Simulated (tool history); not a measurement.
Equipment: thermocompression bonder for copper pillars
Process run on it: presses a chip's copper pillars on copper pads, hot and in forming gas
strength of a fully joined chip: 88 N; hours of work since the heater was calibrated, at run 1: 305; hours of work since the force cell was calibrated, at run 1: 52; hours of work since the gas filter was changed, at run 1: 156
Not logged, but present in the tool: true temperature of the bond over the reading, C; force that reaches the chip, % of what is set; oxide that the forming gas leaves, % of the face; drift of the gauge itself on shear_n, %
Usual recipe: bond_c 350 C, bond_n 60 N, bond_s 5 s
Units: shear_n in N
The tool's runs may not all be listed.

| run | hour | bond_c | bond_n | bond_s | hours of work since the heater was calibrated | hours of work since the force cell was calibrated | hours of work since the gas filter was changed | shear_n |
|---|---|---|---|---|---|---|---|---|
| 1 | 0.0 | 350 | 60 | 5 | 305 | 52 | 156 | 46.4 |
| 2 | 13.9 | 350 | 60 | 10 | 316 | 63 | 167 | 57.2 |
|  | 39.9 | forming gas filter changed |
| 3 | 45.3 | 350 | 60 | 4 | 340 | 87 | 4 | 45.9 |
| 4 | 67.3 | 350 | 60 | 4 | 357 | 105 | 21 | 45.8 |
| 5 | 97.2 | 350 | 43 | 4 | 380 | 128 | 45 | 36.5 |
| 6 | 126.6 | 350 | 60 | 5 | 403 | 151 | 68 | 49.2 |
| 7 | 149.2 | 350 | 60 | 5 | 421 | 169 | 85 | 49.0 |
| 8 | 167.4 | 350 | 73 | 5 | 435 | 183 | 100 | 55.1 |
| 9 | 192.8 | 350 | 73 | 5 | 455 | 203 | 120 | 53.9 |
| 10 | 223.1 | 350 | 60 | 7 | 479 | 226 | 143 | 53.6 |
| 11 | 250.6 | 350 | 60 | 5 | 500 | 248 | 165 | 47.9 |
| 12 | 268.7 | 350 | 60 | 5 | 514 | 262 | 179 | 48.5 |
|  | 280.3 | forming gas filter changed |
| 13 | 297.1 | 377 | 60 | 5 | 536 | 284 | 13 | 62.6 |
| 14 | 321.3 | 377 | 60 | 5 | 555 | 303 | 32 | 62.8 |
| 15 | 342.9 | 350 | 60 | 5 | 572 | 319 | 49 | 50.7 |
| 16 | 362.6 | 350 | 60 | 5 | 587 | 335 | 64 | 49.7 |
| 17 | 384.6 | 350 | 60 | 5 | 605 | 352 | 82 | 49.6 |
|  | 412.4 | heater calibrated with a thermocouple chip |
| 18 | 412.7 | 350 | 43 | 5 | 0 | 372 | 102 | 36.1 |
| 19 | 435.5 | 350 | 43 | 5 | 18 | 390 | 120 | 36.6 |
| 20 | 463.4 | 348 | 43 | 5 | 40 | 412 | 141 | 34.9 |
|  | 467.7 | force cell calibrated |
| 21 | 487.2 | 348 | 43 | 5 | 57 | 15 | 159 | 35.4 |
| 22 | 503.8 | 376 | 63 | 7 | 70 | 28 | 172 | 63.1 |
|  | 521.5 | forming gas filter changed |
| 23 | 521.5 | 366 | 71 | 5 | 84 | 42 | 0 | 58.8 |
| 24 | 546.4 | 326 | 55 | 5 | 103 | 61 | 19 | 33.4 |
| 25 | 571.7 | 323 | 67 | 3 | 123 | 81 | 39 | 29.7 |
|  | 594.5 | force cell calibrated, once more |
| 26 | 597.0 | 322 | 61 | 4 | 141 | 2 | 58 | 31.5 |
| 27 | 623.5 | 322 | 61 | 4 | 162 | 23 | 78 | 31.4 |
| 28 | 655.2 | 322 | 61 | 4 | 187 | 47 | 103 | 31.4 |
| 29 | 671.5 | 322 | 61 | 4 | 200 | 60 | 116 | 30.8 |
| 30 | 702.1 | 322 | 61 | 4 | 224 | 84 | 140 | 30.5 |

Run 31, settings as shown, results not yet in. Your forecast:
| 31 | 723.9 | 345 | 52 | 4 | 241 | 101 | 157 | ? |

Run 31 measured shear_n 37.1 N.
The same run, on a tool lacking any hidden state, would have yielded shear_n 37.6 N.
